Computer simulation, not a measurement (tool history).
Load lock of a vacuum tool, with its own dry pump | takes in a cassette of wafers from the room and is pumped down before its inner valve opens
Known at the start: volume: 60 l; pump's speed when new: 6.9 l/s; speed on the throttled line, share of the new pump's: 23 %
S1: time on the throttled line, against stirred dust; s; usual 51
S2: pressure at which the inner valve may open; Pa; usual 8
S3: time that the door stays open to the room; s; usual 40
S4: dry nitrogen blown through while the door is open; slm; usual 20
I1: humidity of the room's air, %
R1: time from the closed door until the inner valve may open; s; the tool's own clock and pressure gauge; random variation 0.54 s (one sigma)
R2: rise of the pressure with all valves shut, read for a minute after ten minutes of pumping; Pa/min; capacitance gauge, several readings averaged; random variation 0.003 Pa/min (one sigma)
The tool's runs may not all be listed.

run	hour	S1	S2	S3	S4	I1	R1	R2
1	0	51	8	40	20	48.7	122.3	0.047
2	80.9	51	8	40	20	46.6	123.4	0.051
3	153.4	51	8	40	20	47.9	123.1	0.045
4	222.5	51	8	40	20	46.4	122.8	0.044
5	319.1	51	8	40	20	44	122.4	0.043
6	384	51	8	40	20	44.2	122.8	0.038
7	466.7	51	8	40	20	45.4	121.1	0.039
8	555.2	51	6	40	20	46.3	127.2	0.046
9	650.1	51	11	40	20	46.7	119.8	0.047
10	708.1	51	8	28	20	44.4	122.8	0.036
11	797.6	51	8	28	20	44.7	123.7	0.037
12	865.2	51	8	28	20	42	121.8	0.029
13	936.6	51	8	28	20	44.4	122.3	0.033
14	1005.8	70	8	40	20	44.5	136.7	0.043
15	1082.1	51	8	40	20	45.3	122	0.047
16	1138.3	51	8	40	20	47.5	122.6	0.045
17	1189.4	51	8	40	20	44	122.1	0.043
18	1260	51	8	40	20	45.6	122.4	0.04
19	1361.8	51	8	40	20	47	122	0.044
20	1441.4	75	6	217	19	44.4	144.3	0.089
21	1516.9	75	6	217	19	44.9	143.9	0.095
22	1624.4	75	6	217	19	46.8	144.2	0.099
23	1669.8	69	8	43	20	46.5	135.9	0.046
24	1736	51	8	47	30	47.3	123.2	0.048
25	1816.1	44	8	172	15	42.9	116.6	0.08
26	1867.6	80	8	163	20	41.9	146.9	0.075
27	1944.4	72	14	116	32	45.6	134.4	0.064
28	2010.8	72	12	116	5	45.4	134.3	0.089
29	2100.7	34	13	136	8	43.3	104.7	0.091
30	2193.9	51	8	92	15	45	122.3	0.069
31	2257.5	45	9	212	15	41.8	116.6	0.096
32	2330.3	52	7	40	20	44	124.4	0.044
33	2398.4	76	8	41	20	48	140.9	0.045
34	2491.2	53	9	183	5	45.9	123.1	0.118
35	2537.9	53	9	56	5	46.8	121.8	0.071
36	2590.5	76	9	56	5	42.2	139.7	0.066
37	2634.7	76	9	56	5	41.1	140	0.061

3 ways to go on from here, each from the tool as it stands after run 37. What would each give?
A	2687.5	51	8	215	6	47.2	?	?
B	2687.5	37	9	78	7	42.7	?	?
C	2687.5	42	11	59	20	47	?	?

run	R1	R2
A	122.9	0.137
B	110.4	0.067
C	113	0.053
Without the tool's hidden state the same runs would have given:
run	R1	R2
A	122.9	0.135
B	110.3	0.066
C	112.9	0.052

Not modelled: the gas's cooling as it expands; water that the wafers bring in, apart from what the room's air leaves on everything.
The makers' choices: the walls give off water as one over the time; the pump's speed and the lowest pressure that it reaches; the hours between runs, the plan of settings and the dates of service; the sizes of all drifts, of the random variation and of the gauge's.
